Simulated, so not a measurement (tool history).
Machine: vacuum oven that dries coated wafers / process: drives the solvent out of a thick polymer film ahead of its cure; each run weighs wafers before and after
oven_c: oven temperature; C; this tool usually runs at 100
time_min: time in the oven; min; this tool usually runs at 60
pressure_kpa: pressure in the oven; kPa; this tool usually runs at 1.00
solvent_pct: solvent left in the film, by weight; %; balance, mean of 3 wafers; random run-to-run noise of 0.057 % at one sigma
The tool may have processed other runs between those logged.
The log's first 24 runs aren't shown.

run 25 hour=593.3 | oven_c=97 time_min=35 pressure_kpa=0.65 | solvent_pct=7.03
-- hour=598.2 vacuum gauge cleaned of residue and calibrated
run 26 hour=625.1 | oven_c=86 time_min=45 pressure_kpa=1.49 | solvent_pct=9.06
run 27 hour=646.9 | oven_c=86 time_min=45 pressure_kpa=1.49 | solvent_pct=9.02
run 28 hour=676.0 | oven_c=85 time_min=33 pressure_kpa=2.38 | solvent_pct=11.37
run 29 hour=710.6 | oven_c=99 time_min=99 pressure_kpa=1.86 | solvent_pct=1.57
-- hour=720.2 vacuum gauge cleaned of residue and calibrated, once more
run 30 hour=732.2 | oven_c=94 time_min=42 pressure_kpa=0.91 | solvent_pct=6.72
run 31 hour=755.7 | oven_c=94 time_min=42 pressure_kpa=0.91 | solvent_pct=6.69
run 32 hour=786.5 | oven_c=114 time_min=42 pressure_kpa=0.71 | solvent_pct=1.72
run 33 hour=811.4 | oven_c=93 time_min=60 pressure_kpa=2.09 | solvent_pct=5.31
run 34 hour=847.4 | oven_c=92 time_min=58 pressure_kpa=1.40 | solvent_pct=5.36
run 35 hour=883.1 | oven_c=92 time_min=58 pressure_kpa=1.40 | solvent_pct=5.47
run 36 hour=913.5 | oven_c=100 time_min=50 pressure_kpa=1.67 | solvent_pct=4.17
run 37 hour=949.6 | oven_c=86 time_min=32 pressure_kpa=1.00 | solvent_pct=10.87
run 38 hour=968.1 | oven_c=86 time_min=32 pressure_kpa=1.00 | solvent_pct=10.77
run 39 hour=1002.8 | oven_c=86 time_min=32 pressure_kpa=1.00 | solvent_pct=11.04
run 40 hour=1035.6 | oven_c=97 time_min=60 pressure_kpa=1.08 | solvent_pct=3.81
run 41 hour=1061.7 | oven_c=97 time_min=60 pressure_kpa=1.08 | solvent_pct=3.81

Here are 5 independent what-if runs from the current tool condition. What would each one return?
run A hour=1087.1 | oven_c=99 time_min=70 pressure_kpa=0.91 | solvent_pct=?
run B hour=1087.1 | oven_c=95 time_min=32 pressure_kpa=1.08 | solvent_pct=?
run C hour=1087.1 | oven_c=92 time_min=60 pressure_kpa=1.00 | solvent_pct=?
run D hour=1087.1 | oven_c=97 time_min=60 pressure_kpa=1.66 | solvent_pct=?
run E hour=1087.1 | oven_c=105 time_min=60 pressure_kpa=1.08 | solvent_pct=?

run=A solvent_pct=2.35
run=B solvent_pct=8.39
run=C solvent_pct=5.18
run=D solvent_pct=3.97
run=E solvent_pct=2.00
What these runs would have given with no unlogged condition in the tool:
run=A solvent_pct=2.02
run=B solvent_pct=7.90
run=C solvent_pct=4.70
run=D solvent_pct=3.54
run=E solvent_pct=1.72
